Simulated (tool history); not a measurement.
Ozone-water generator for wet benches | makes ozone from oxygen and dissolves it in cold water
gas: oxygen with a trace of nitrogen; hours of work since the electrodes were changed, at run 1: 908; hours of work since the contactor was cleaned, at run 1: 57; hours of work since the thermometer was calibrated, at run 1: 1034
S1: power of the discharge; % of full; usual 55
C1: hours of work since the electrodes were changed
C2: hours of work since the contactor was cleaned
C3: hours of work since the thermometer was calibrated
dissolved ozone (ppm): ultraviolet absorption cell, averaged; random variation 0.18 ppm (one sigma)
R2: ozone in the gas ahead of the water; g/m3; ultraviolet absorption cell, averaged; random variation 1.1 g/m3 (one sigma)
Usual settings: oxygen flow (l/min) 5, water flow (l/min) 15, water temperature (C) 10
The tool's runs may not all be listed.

Run 1, hour 0: usual settings; C1 908; C2 57; C3 1034. Result: dissolved ozone (ppm) 23.1, R2 194.2 g/m3.
Run 2, hour 56.3: usual settings; C1 954; C2 103; C3 1080. Result: dissolved ozone (ppm) 23.4, R2 191 g/m3.
Run 3, hour 109.1: usual settings; C1 997; C2 146; C3 1123. Result: dissolved ozone (ppm) 23.5, R2 192.8 g/m3.
Run 4, hour 141.5: usual settings; C1 1023; C2 172; C3 1149. Result: dissolved ozone (ppm) 23.3, R2 189.3 g/m3.
Run 5, hour 178.4: usual settings but oxygen flow (l/min) 6.99; C1 1054; C2 202; C3 1179. Result: dissolved ozone (ppm) 21.9, R2 150.9 g/m3.
Run 6, hour 220: usual settings but oxygen flow (l/min) 6.99; C1 1088; C2 236; C3 1213. Result: dissolved ozone (ppm) 22, R2 150.9 g/m3.
Run 7, hour 252.7: usual settings but oxygen flow (l/min) 6.99; C1 1114; C2 263; C3 1240. Result: dissolved ozone (ppm) 22.1, R2 152.9 g/m3.
Run 8, hour 301.3: usual settings but oxygen flow (l/min) 6.99; C1 1154; C2 303; C3 1280. Result: dissolved ozone (ppm) 21.9, R2 151.8 g/m3.
Run 9, hour 324.8: usual settings but S1 90 % of full, oxygen flow (l/min) 6.99; C1 1173; C2 322; C3 1299. Result: dissolved ozone (ppm) 29.6, R2 205.5 g/m3.
Run 10, hour 380.1: usual settings but S1 90 % of full, oxygen flow (l/min) 6.99; C1 1218; C2 367; C3 1344. Result: dissolved ozone (ppm) 29.5, R2 204.3 g/m3.
Run 11, hour 405.2: usual settings but water temperature (C) 9; C1 1239; C2 388; C3 1365. Result: dissolved ozone (ppm) 23.7, R2 189.3 g/m3.
Run 12, hour 444.8: usual settings but oxygen flow (l/min) 6.01, water temperature (C) 9; C1 1271; C2 420; C3 1397. Result: dissolved ozone (ppm) 22.9, R2 169.2 g/m3.
Run 13, hour 468.8: usual settings but oxygen flow (l/min) 6.01, water temperature (C) 9; C1 1291; C2 439; C3 1416. Result: dissolved ozone (ppm) 22.8, R2 168.7 g/m3.
Run 14, hour 503.4: usual settings but oxygen flow (l/min) 6.01, water temperature (C) 9; C1 1319; C2 468; C3 1445. Result: dissolved ozone (ppm) 23, R2 167.4 g/m3.
At hour 508.1: water thermometer calibrated.
Run 15, hour 540.6: usual settings but oxygen flow (l/min) 6.01, water temperature (C) 9; C1 1349; C2 498; C3 27. Result: dissolved ozone (ppm) 22.8, R2 168.5 g/m3.
Run 16, hour 594: usual settings but oxygen flow (l/min) 6.01, water temperature (C) 9; C1 1392; C2 541; C3 70. Result: dissolved ozone (ppm) 22.6, R2 168.3 g/m3.
Run 17, hour 646.6: usual settings but oxygen flow (l/min) 6.01, water temperature (C) 9; C1 1435; C2 584; C3 113. Result: dissolved ozone (ppm) 22.6, R2 166.2 g/m3.
Run 18, hour 695.1: usual settings but oxygen flow (l/min) 6.01, water temperature (C) 9; C1 1475; C2 624; C3 153. Result: dissolved ozone (ppm) 22.7, R2 166.3 g/m3.
Run 19, hour 725: usual settings but S1 45 % of full, water flow (l/min) 18; C1 1499; C2 648; C3 177. Result: dissolved ozone (ppm) 17.6, R2 167.5 g/m3.
Run 20, hour 777.4: usual settings but S1 58 % of full, oxygen flow (l/min) 5.27, water flow (l/min) 12; C1 1542; C2 691; C3 220. Result: dissolved ozone (ppm) 27.3, R2 187.7 g/m3.
At hour 812.1: water thermometer calibrated, once more.
Run 21, hour 835.6: usual settings but S1 43 % of full, oxygen flow (l/min) 5.27, water flow (l/min) 12, water temperature (C) 12; C1 1589; C2 738; C3 19. Result: dissolved ozone (ppm) 22.2, R2 157.3 g/m3.
Run 22, hour 888.7: usual settings but S1 92 % of full, water temperature (C) 8; C1 1632; C2 781; C3 62. Result: dissolved ozone (ppm) 31.9, R2 257.2 g/m3.
Run 23, hour 931.1: usual settings but S1 58 % of full, water flow (l/min) 22, water temperature (C) 13; C1 1667; C2 816; C3 97. Result: dissolved ozone (ppm) 16.4, R2 192.5 g/m3.
Run 24, hour 964.1: usual settings but S1 58 % of full, water flow (l/min) 22, water temperature (C) 13; C1 1694; C2 843; C3 124. Result: dissolved ozone (ppm) 16.4, R2 194.2 g/m3.
Run 25, hour 1010.3: usual settings but S1 66 % of full, oxygen flow (l/min) 8.31, water flow (l/min) 10, water temperature (C) 8; C1 1732; C2 881; C3 162. Result: dissolved ozone (ppm) 30.6, R2 147.9 g/m3.
Run 26, hour 1065.1: usual settings but S1 43 % of full, water flow (l/min) 12; C1 1776; C2 925; C3 206. Result: dissolved ozone (ppm) 22.9, R2 160.4 g/m3.
Run 27, hour 1093: usual settings but water flow (l/min) 10, water temperature (C) 7; C1 1799; C2 948; C3 229. Result: dissolved ozone (ppm) 31.4, R2 187.1 g/m3.
Run 28, hour 1132.7: usual settings but S1 92 % of full, oxygen flow (l/min) 3.94, water flow (l/min) 13, water temperature (C) 17; C1 1832; C2 981; C3 262. Result: dissolved ozone (ppm) 31.3, R2 296.5 g/m3.
Run 29, hour 1176.1: usual settings but oxygen flow (l/min) 8.52; C1 1867; C2 1016; C3 297. Result: dissolved ozone (ppm) 20.4, R2 131.6 g/m3.
Run 30, hour 1202.8: usual settings but S1 45 % of full, oxygen flow (l/min) 6.73, water flow (l/min) 22, water temperature (C) 5; C1 1889; C2 1038; C3 319. Result: dissolved ozone (ppm) 15.3, R2 134.6 g/m3.
Run 31, hour 1232.8: usual settings but S1 45 % of full, oxygen flow (l/min) 6.73, water flow (l/min) 22, water temperature (C) 5; C1 1913; C2 1062; C3 343. Result: dissolved ozone (ppm) 15.4, R2 135.3 g/m3.
Run 32, hour 1289.1: usual settings but S1 50 % of full, water flow (l/min) 13, water temperature (C) 6; C1 1959; C2 1108; C3 389. Result: dissolved ozone (ppm) 24.6, R2 176.8 g/m3.
Run 33, hour 1330.9: usual settings but S1 50 % of full, water flow (l/min) 9, water temperature (C) 6; C1 1993; C2 1142; C3 423. Result: dissolved ozone (ppm) 31.6, R2 174.3 g/m3.

Forecast each of these 3 alternatives for the next run:
Run A, hour 1371.4: usual settings but S1 90 % of full, oxygen flow (l/min) 3.32, water temperature (C) 8; C1 2026; C2 1175; C3 456. Result: dissolved ozone (ppm) ?, R2 ?.
Run B, hour 1371.4: usual settings but S1 51 % of full; C1 2026; C2 1175; C3 456. Result: dissolved ozone (ppm) ?, R2 ?.
Run C, hour 1371.4: usual settings but S1 85 % of full, oxygen flow (l/min) 2.73, water flow (l/min) 21, water temperature (C) 6; C1 2026; C2 1175; C3 456. Result: dissolved ozone (ppm) ?, R2 ?.

run  dissolved ozone (ppm)     R2
  A                   31.3  323.1
  B                   21.2  177.8
  C                     22  357.8
Without the tool's hidden state the same runs would have given:
run  dissolved ozone (ppm)     R2
  A                   34.7  353.4
  B                   22.9  189.3
  C                   24.3  390.2
